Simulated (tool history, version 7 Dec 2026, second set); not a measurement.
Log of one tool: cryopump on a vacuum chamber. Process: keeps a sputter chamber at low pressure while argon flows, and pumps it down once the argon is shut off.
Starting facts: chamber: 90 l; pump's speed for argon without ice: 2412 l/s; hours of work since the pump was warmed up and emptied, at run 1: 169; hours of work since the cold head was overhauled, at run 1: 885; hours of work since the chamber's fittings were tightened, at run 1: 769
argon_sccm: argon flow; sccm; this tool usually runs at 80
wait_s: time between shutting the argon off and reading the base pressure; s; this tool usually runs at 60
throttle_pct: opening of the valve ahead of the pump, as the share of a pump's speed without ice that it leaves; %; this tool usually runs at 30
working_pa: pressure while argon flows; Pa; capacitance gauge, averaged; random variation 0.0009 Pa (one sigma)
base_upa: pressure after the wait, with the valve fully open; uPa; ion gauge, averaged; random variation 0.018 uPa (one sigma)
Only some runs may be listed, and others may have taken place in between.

run,hour,argon_sccm,wait_s,throttle_pct,hours of work since the pump was warmed up and emptied,hours of work since the cold head was overhauled,hours of work since the chamber's fittings were tightened,working_pa,base_upa
1,0,80,60,30,169,885,769,0.1951,1.19
2,34.8,80,60,30,190,906,790,0.1972,1.21
3,88.7,80,60,30,223,939,823,0.1971,1.25
4,122.9,80,60,30,244,960,844,0.2003,1.22
5,153.5,80,60,30,263,979,863,0.1997,1.19
6,202.8,80,60,30,292,1009,893,0.2014,1.25
7,235.7,80,60,30,312,1029,913,0.2029,1.27
8,273.2,80,60,50,335,1051,935,0.1293,1.25
# hour 295.9: pump warmed up, emptied and cooled again
9,316,80,60,50,12,1074,958,0.1144,1.23
10,346.1,80,60,50,31,1093,977,0.1138,1.2
11,369.7,61,60,50,45,1107,991,0.0877,1.24
12,395.7,61,60,50,61,1123,1007,0.0878,1.2
13,418.8,88,91,27,75,1137,1021,0.234,0.93
14,443.9,88,91,27,90,1152,1036,0.2335,0.92
15,486.4,80,270,26,116,1178,1062,0.2204,0.51
16,534.1,57,34,35,145,1207,1091,0.119,1.96
17,557.6,143,29,24,159,1221,1105,0.4315,2.29
18,613.1,143,29,24,193,1255,1139,0.4357,2.29
19,662.1,143,29,24,223,1285,1169,0.4354,2.24
20,689.4,143,23,24,239,1301,1185,0.4395,2.82
21,720.7,80,60,16,258,1320,1204,0.3622,1.31
22,756.8,80,283,21,280,1342,1226,0.2798,0.58
23,805.2,80,283,21,310,1372,1256,0.2816,0.57

Forecast each of these 3 alternatives for the next run:
A,857.1,80,88,21,341,1403,1287,?,?
B,857.1,127,60,30,341,1403,1287,?,?
C,857.1,80,283,37,341,1403,1287,?,?

run,working_pa,base_upa
A,0.281,1.03
B,0.3222,1.36
C,0.1694,0.6
The same runs, with their run-to-run variation unchanged, on a tool lacking any hidden condition would have given:
run,working_pa,base_upa
A,0.2645,0.75
B,0.2958,1.07
C,0.1526,0.32

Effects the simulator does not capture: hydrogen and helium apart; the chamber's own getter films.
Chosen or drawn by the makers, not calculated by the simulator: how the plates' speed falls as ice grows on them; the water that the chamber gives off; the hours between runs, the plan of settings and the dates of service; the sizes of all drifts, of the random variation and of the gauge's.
